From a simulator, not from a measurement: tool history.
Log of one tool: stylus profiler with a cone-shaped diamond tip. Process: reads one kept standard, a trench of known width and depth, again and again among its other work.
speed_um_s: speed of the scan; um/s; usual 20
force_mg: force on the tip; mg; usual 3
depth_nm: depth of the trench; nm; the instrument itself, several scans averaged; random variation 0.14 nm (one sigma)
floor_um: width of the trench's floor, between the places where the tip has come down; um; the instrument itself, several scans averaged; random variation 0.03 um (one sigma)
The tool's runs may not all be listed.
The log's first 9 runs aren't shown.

run     day  speed_um_s  force_mg  scans with this tip  hours of work since the height scale was calibrated  depth_nm  floor_um
 10  16.012          20      1.34                 1784                                                  210    503.57      46.7
 11  17.542          20      1.28                 1960                                                  230    503.41     46.59
 12  19.121          20      1.28                 2141                                                  252    503.28     46.61
 13  21.325          20         3                 2394                                                  281    506.31     46.58
 14  23.288          20       1.3                 2619                                                  308    503.23     46.49
 15  24.812          15       1.3                 2794                                                  328    503.39      46.5
 16  25.925          20       4.1                 2922                                                  343    507.97      46.5
 17  27.108           6       4.1                 3058                                                  359    507.78     46.48
 18  29.221          44         3                 3301                                                  388    506.14     46.37
 19  30.317          44         3                 3426                                                  402    506.21     46.44
 20  32.196          30      2.89                 3642                                                  428    505.61     46.44
 21    33.8          30      2.89                 3826                                                  449    505.76     46.41
 22  34.817          15         3                 3943                                                  463    505.84     46.37
 23  35.967          20      1.47                 4075                                                  479    503.36     46.38
 24  37.592          10      4.49                 4262                                                  501    508.02      46.4
 25  38.992           8      1.03                 4423                                                  520    502.29     46.34
 26  40.217          19      6.54                 4563                                                  536    510.54      46.3
 27  41.121           9      1.22                 4667                                                  548    502.63     46.24
 28  42.817          20      1.22                 4862                                                  571    502.39      46.3

Forecast run 29:
 29  43.775          65      1.01                 4971                                                  584         ?         ?

depth_nm: 501.93 nm
floor_um: 46.06 um
Without the tool's hidden state the same run would have given depth_nm 503.24 nm, floor_um 46.78 um.
